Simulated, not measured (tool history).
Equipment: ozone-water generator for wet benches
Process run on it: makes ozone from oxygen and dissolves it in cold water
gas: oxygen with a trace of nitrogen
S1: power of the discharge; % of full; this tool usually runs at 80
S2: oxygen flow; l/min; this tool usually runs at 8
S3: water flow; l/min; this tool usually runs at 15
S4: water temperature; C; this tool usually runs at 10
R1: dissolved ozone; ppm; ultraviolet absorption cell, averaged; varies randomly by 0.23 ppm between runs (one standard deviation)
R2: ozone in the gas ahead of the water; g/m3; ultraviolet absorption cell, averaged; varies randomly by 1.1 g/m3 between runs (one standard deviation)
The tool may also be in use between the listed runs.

run    hour  S1     S2  S3  S4    R1     R2
  1       0  80      8  15  10  32.1  191.1
  2    96.9  80      8  15  10  32.8  192.3
  3   198.8  80      8  15  10  32.3    194
  4     302  52      8  15  10  21.9  131.2
  5   389.3  80      8  15   6  34.3  190.8
  6   477.9  80      8  15   6  34.3  189.9
  7   558.7  80   4.85  15  10  30.4  232.4
  8   660.5  80   4.85  15  10  30.4  231.7
  9   764.8  80   5.02  15  10  30.8  228.8
        779  -- contactor cleaned
 10   837.5  80   5.02  15  10  30.3    229
 11   893.6  80      8  15  10  31.6  188.8
 12   950.4  48      8  15  10  19.9  119.7
 13  1000.2  48      8  15  10  20.1  119.1
 14  1079.9  80  12.27  15  10  30.7  157.4
 15  1151.1  80  12.27  15  10  31.1  155.9
 16  1228.3  80      8  10  10  42.2  187.5
 17  1328.7  87  13.57  10  10  42.4    163
     1428.5  -- contactor cleaned, once more
 18    1431  70    5.6  21  14  18.6    191
 19  1537.8  70    5.6  21  14  18.7  191.4
 20  1648.6  80   9.37  15  10  31.4  174.6
 21  1730.2  76   5.62  15  10    29  205.3

Predict the results of run 22:
 22  1816.9  80   8  15  13   ?   ?

Run 22 gave R1 29.4 ppm, R2 183.1 g/m3.
If the tool had no hidden condition, the same run with the same run-to-run variation would have returned R1 32.5 ppm, R2 200.1 g/m3.

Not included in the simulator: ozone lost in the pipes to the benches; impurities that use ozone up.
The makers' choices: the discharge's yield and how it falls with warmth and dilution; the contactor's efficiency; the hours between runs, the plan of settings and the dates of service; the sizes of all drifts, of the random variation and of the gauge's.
